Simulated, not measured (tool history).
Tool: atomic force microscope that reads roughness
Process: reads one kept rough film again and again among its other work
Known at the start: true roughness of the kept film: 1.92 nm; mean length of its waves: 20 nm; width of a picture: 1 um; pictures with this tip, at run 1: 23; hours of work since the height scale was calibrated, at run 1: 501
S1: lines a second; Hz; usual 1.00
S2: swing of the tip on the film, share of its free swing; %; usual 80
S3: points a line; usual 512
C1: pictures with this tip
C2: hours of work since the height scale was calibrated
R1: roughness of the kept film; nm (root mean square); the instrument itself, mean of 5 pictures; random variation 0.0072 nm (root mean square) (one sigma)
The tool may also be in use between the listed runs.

run	hour	S1	S2	S3	C1	C2	R1
1	0.0	1.00	80	512	23	501	1.436
2	16.6	1.00	80	512	38	509	1.391
3	39.1	1.00	80	512	58	519	1.339
4	65.2	1.00	80	512	80	530	1.289
# hour 74.1: new tip fitted
5	87.3	1.00	80	512	11	540	1.480
6	109.7	1.00	80	512	31	550	1.425
7	127.1	1.00	80	512	46	558	1.376
8	148.1	1.00	80	512	64	567	1.319
# hour 176.2: new tip fitted
9	176.9	1.00	80	512	1	580	1.517
10	196.5	1.00	80	512	18	589	1.464
11	216.2	1.00	79	512	35	598	1.404
12	234.0	1.00	79	512	50	606	1.385
13	259.7	1.00	79	512	73	617	1.313
14	274.7	1.00	80	512	86	624	1.276
# hour 277.4: new tip fitted
15	299.0	1.00	80	512	19	635	1.456
16	321.9	1.00	80	512	39	645	1.395
17	345.6	1.00	80	512	59	655	1.335
18	364.2	1.00	80	563	76	664	1.306
# hour 379.2: new tip fitted
19	385.4	1.00	80	563	6	673	1.476
# hour 387.6: height scale calibrated on a step standard
20	398.2	1.00	80	563	16	5	1.449
21	415.9	1.00	80	512	31	13	1.419
22	429.9	1.00	80	512	44	19	1.367
23	450.0	1.04	83	940	61	28	1.317
24	471.2	3.78	58	409	79	37	1.275
# hour 481.8: new tip fitted
25	488.0	1.13	61	955	6	45	1.597
26	500.2	1.98	89	942	16	50	1.219
# hour 514.3: height scale calibrated on a step standard, once more
27	520.9	2.31	84	804	34	3	1.168
28	546.2	0.72	69	512	56	14	1.432
29	569.3	1.11	79	360	76	25	1.272
30	582.6	2.00	66	712	87	31	1.286
# hour 584.5: new tip fitted
31	607.7	2.00	66	712	20	42	1.449
32	624.3	2.46	74	256	34	49	1.238
33	638.0	1.93	74	256	46	55	1.260
34	654.0	0.91	80	557	60	62	1.329
35	671.6	0.91	75	761	75	70	1.330
# hour 686.0: new tip fitted
36	695.1	3.28	80	272	7	81	1.182
37	717.4	3.28	80	272	27	91	1.126
38	735.5	3.28	80	272	43	99	1.089
39	755.5	3.28	80	272	60	108	1.055
40	776.9	3.90	80	512	79	117	0.989
# hour 788.7: new tip fitted
41	800.1	1.00	80	827	10	127	1.470
42	827.2	1.00	56	303	33	140	1.492

Measured less the same run without the tool's hidden state. The same run-to-run variation is in both; the gauge's scatter may not be:
The hidden state here: radius of the tip, nm; height scale over the true one, %; drift of the gauge itself on roughness_nm, %.
run	R1
1	-0.072
2	-0.113
3	-0.164
4	-0.216
5	-0.028
6	-0.088
7	-0.129
8	-0.179
9	+0.006
10	-0.048
11	-0.100
12	-0.140
13	-0.201
14	-0.236
15	-0.057
16	-0.117
17	-0.167
18	-0.207
19	-0.025
20	-0.049
21	-0.095
22	-0.132
23	-0.174
24	-0.214
25	-0.015
26	-0.038
27	-0.097
28	-0.185
29	-0.212
30	-0.246
31	-0.077
32	-0.107
33	-0.141
34	-0.190
35	-0.237
36	-0.016
37	-0.065
38	-0.102
39	-0.135
40	-0.167
41	-0.045
42	-0.119
